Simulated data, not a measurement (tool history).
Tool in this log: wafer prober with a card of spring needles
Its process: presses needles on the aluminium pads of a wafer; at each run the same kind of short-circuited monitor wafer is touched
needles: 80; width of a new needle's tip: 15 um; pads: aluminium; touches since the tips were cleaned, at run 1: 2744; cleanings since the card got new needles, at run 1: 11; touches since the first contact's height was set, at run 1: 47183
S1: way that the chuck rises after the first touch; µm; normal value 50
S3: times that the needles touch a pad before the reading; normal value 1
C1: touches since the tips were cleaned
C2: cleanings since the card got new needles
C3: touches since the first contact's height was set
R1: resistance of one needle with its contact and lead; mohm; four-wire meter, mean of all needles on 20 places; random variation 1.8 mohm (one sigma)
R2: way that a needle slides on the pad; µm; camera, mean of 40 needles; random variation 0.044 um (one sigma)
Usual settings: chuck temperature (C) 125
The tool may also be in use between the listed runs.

run 1 hour=0.0 | S1=50 chuck_temperature_(C)=125 S3=1 | C1=2744 C2=11 C3=47183 | R1=181 R2=8.33
-- hour=4.1 tips cleaned on abrasive film
-- hour=13.0 tips cleaned on abrasive film
-- hour=24.2 tips cleaned on abrasive film
run 2 hour=28.5 | S1=50 chuck_temperature_(C)=125 S3=1 | C1=1790 C2=14 C3=58878 | R1=181 R2=8.37
-- hour=35.3 tips cleaned on abrasive film
-- hour=44.2 tips cleaned on abrasive film
-- hour=53.2 tips cleaned on abrasive film
run 3 hour=59.0 | S1=50 chuck_temperature_(C)=125 S3=1 | C1=2405 C2=17 C3=71393 | R1=181 R2=8.39
-- hour=63.6 tips cleaned on abrasive film
-- hour=74.6 tips cleaned on abrasive film
-- hour=83.6 tips cleaned on abrasive film
-- hour=94.3 tips cleaned on abrasive film
run 4 hour=101.0 | S1=50 chuck_temperature_(C)=125 S3=1 | C1=2816 C2=21 C3=88641 | R1=183 R2=8.43
-- hour=103.4 tips cleaned on abrasive film
-- hour=112.3 tips cleaned on abrasive film
-- hour=121.3 tips cleaned on abrasive film
-- hour=130.3 tips cleaned on abrasive film
-- hour=141.4 tips cleaned on abrasive film
run 5 hour=143.1 | S1=50 chuck_temperature_(C)=125 S3=1 | C1=677 C2=26 C3=105848 | R1=178 R2=8.43
-- hour=152.1 tips cleaned on abrasive film
-- hour=163.0 tips cleaned on abrasive film
-- hour=173.4 tips cleaned on abrasive film
run 6 hour=174.5 | S1=50 chuck_temperature_(C)=125 S3=2 | C1=461 C2=29 C3=118743 | R1=182 R2=8.35
-- hour=183.2 tips cleaned on abrasive film
-- hour=193.7 tips cleaned on abrasive film
-- hour=204.8 tips cleaned on abrasive film
-- hour=214.8 tips cleaned on abrasive film
run 7 hour=214.8 | S1=50 chuck_temperature_(C)=125 S3=2 | C1=0 C2=33 C3=135286 | R1=181 R2=8.44
-- hour=224.8 tips cleaned on abrasive film
-- hour=235.5 tips cleaned on abrasive film
-- hour=246.1 tips cleaned on abrasive film
run 8 hour=250.8 | S1=50 chuck_temperature_(C)=125 S3=1 | C1=1980 C2=36 C3=150092 | R1=183 R2=8.38
-- hour=255.1 tips cleaned on abrasive film
-- hour=266.3 tips cleaned on abrasive film
-- hour=275.3 tips cleaned on abrasive film
-- hour=286.0 tips cleaned on abrasive film
run 9 hour=287.0 | S1=50 chuck_temperature_(C)=125 S3=1 | C1=424 C2=40 C3=164925 | R1=181 R2=8.45
-- hour=296.0 tips cleaned on abrasive film
-- hour=305.0 tips cleaned on abrasive film
run 10 hour=305.0 | S1=50 chuck_temperature_(C)=125 S3=1 | C1=0 C2=42 C3=172288 | R1=185 R2=8.47
-- hour=307.5 height of the first contact set anew
-- hour=316.0 tips cleaned on abrasive film
-- hour=326.7 tips cleaned on abrasive film
-- hour=337.4 tips cleaned on abrasive film
run 11 hour=344.9 | S1=50 chuck_temperature_(C)=125 S3=1 | C1=3116 C2=45 C3=15362 | R1=181 R2=8.52
-- hour=347.2 tips cleaned on abrasive film
-- hour=356.1 tips cleaned on abrasive film
-- hour=367.0 tips cleaned on abrasive film
-- hour=378.1 tips cleaned on abrasive film
run 12 hour=378.1 | S1=50 chuck_temperature_(C)=125 S3=1 | C1=0 C2=49 C3=28938 | R1=178 R2=8.43
-- hour=389.3 tips cleaned on abrasive film
-- hour=398.2 tips cleaned on abrasive film
run 13 hour=406.1 | S1=50 chuck_temperature_(C)=125 S3=1 | C1=3270 C2=51 C3=40485 | R1=181 R2=8.45
-- hour=408.4 tips cleaned on abrasive film
-- hour=419.6 tips cleaned on abrasive film
-- hour=430.4 tips cleaned on abrasive film
run 14 hour=432.5 | S1=50 chuck_temperature_(C)=125 S3=1 | C1=880 C2=54 C3=51302 | R1=181 R2=8.43
-- hour=441.5 tips cleaned on abrasive film
-- hour=451.7 tips cleaned on abrasive film
-- hour=462.1 tips cleaned on abrasive film
run 15 hour=468.9 | S1=50 chuck_temperature_(C)=125 S3=1 | C1=2805 C2=57 C3=66251 | R1=182 R2=8.50
-- hour=471.2 tips cleaned on abrasive film
-- hour=482.4 tips cleaned on abrasive film
-- hour=493.1 tips cleaned on abrasive film
run 16 hour=495.9 | S1=42 chuck_temperature_(C)=93 S3=3 | C1=1162 C2=60 C3=77299 | R1=177 R2=7.04
-- hour=502.6 tips cleaned on abrasive film
-- hour=512.8 tips cleaned on abrasive film
-- hour=523.9 tips cleaned on abrasive film
run 17 hour=525.4 | S1=50 chuck_temperature_(C)=34 S3=2 | C1=603 C2=63 C3=89406 | R1=161 R2=8.44
-- hour=534.2 tips cleaned on abrasive film
-- hour=545.4 tips cleaned on abrasive film
run 18 hour=550.7 | S1=57 chuck_temperature_(C)=82 S3=3 | C1=2217 C2=65 C3=99821 | R1=169 R2=9.60
-- hour=555.3 tips cleaned on abrasive film
-- hour=566.2 tips cleaned on abrasive film
-- hour=575.1 tips cleaned on abrasive film
run 19 hour=579.5 | S1=57 chuck_temperature_(C)=82 S3=3 | C1=1818 C2=68 C3=111633 | R1=173 R2=9.73
-- hour=586.3 tips cleaned on abrasive film
-- hour=596.8 tips cleaned on abrasive film
-- hour=605.8 tips cleaned on abrasive film
-- hour=616.3 tips cleaned on abrasive film
run 20 hour=616.3 | S1=45 chuck_temperature_(C)=108 S3=1 | C1=0 C2=72 C3=126710 | R1=178 R2=7.65

Run 21, settings as shown, results not yet in. Your forecast:
-- hour=626.9 tips cleaned on abrasive film
run 21 hour=635.7 | S1=45 chuck_temperature_(C)=108 S3=1 | C1=3619 C2=73 C3=134697 | R1=? R2=?

Run 21 gave R1 179 mohm, R2 7.66 µm.
With the hidden condition absent and the run-to-run variation left alone, this run would have shown R1 179 mohm, R2 7.47 µm.

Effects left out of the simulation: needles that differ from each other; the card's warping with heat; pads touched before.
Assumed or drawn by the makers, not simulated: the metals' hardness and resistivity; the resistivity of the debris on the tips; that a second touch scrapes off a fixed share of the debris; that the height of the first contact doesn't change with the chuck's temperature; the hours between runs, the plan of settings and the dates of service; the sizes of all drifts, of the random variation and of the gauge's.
